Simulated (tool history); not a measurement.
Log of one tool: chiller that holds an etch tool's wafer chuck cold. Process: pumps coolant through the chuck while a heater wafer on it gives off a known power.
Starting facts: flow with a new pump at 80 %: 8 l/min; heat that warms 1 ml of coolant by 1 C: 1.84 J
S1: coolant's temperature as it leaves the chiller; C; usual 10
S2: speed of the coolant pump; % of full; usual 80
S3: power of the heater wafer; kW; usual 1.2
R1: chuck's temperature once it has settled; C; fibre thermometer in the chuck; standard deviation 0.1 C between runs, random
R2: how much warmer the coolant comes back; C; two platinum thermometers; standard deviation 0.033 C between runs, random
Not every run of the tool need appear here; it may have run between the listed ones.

run	hour	S1	S2	S3	R1	R2
1	0	10	80	1.2	18.4	4.93
2	41.3	10	80	1.2	18.5	4.92
3	64.3	10	80	1.2	18.3	4.9
4	94.9	10	80	1.2	18.3	4.97
5	121.8	10	80	1.2	18.4	4.99
6	162.9	10	80	1.276	18.9	5.33
7	197.8	10	80	1.2	18.2	5.01
8	220.9	10	80	1.2	18.4	4.98
9	249.1	10	80	1.2	18.4	5.03
10	269.9	10	80	1.2	18.3	5.09
11	287.4	3	80	1.2	11.4	5.14
12	314.7	3	80	1.2	11.4	5.08
13	351	3	80	1.2	11.3	5.08
14	380	3	80	1.2	11.2	5.11
15	410.7	13	80	1.344	22.4	5.73
16	450.5	3	80	1.521	13.4	6.47
17	475.8	10	69	1.769	24.2	8.73
18	510.8	10	64	1.2	20.2	6.51
19	547	10	80	0.869	16.1	3.89
20	571.4	10	80	0.869	16.1	3.9
21	600.7	10	80	1.241	18.6	5.49
22	631.3	10	80	1.241	18.6	5.08
23	648.2	18	77	1.385	28	5.86
24	678.2	20	77	0.696	25.1	2.99
25	715.1	8	92	0.696	12.2	2.45
26	736.5	8	63	1.12	17.7	6.01
27	774.2	10	97	0.974	15.6	3.32

The log once held 2 entries between its listed runs, left out of this copy. Where does each go, and what is different about the tool's unlogged condition between the listed run before it and the listed run after it?
Logged between run 15 and run 16: chiller's thermometer calibrated (hour 439.3)
  coolant's true temperature over the reading, C: 0.02 -> 0; drift of the gauge itself on warmer_back_c, C: 0.25 -> 0.27
  measured minus no-state result, R2: +0.25 -> +0.27 C
Logged between run 21 and run 22: gauge calibrated (hour 625.2)
  drift of the gauge itself on warmer_back_c, C: 0.36 -> 0
  measured minus no-state result, R2: +0.37 -> +0.01 C

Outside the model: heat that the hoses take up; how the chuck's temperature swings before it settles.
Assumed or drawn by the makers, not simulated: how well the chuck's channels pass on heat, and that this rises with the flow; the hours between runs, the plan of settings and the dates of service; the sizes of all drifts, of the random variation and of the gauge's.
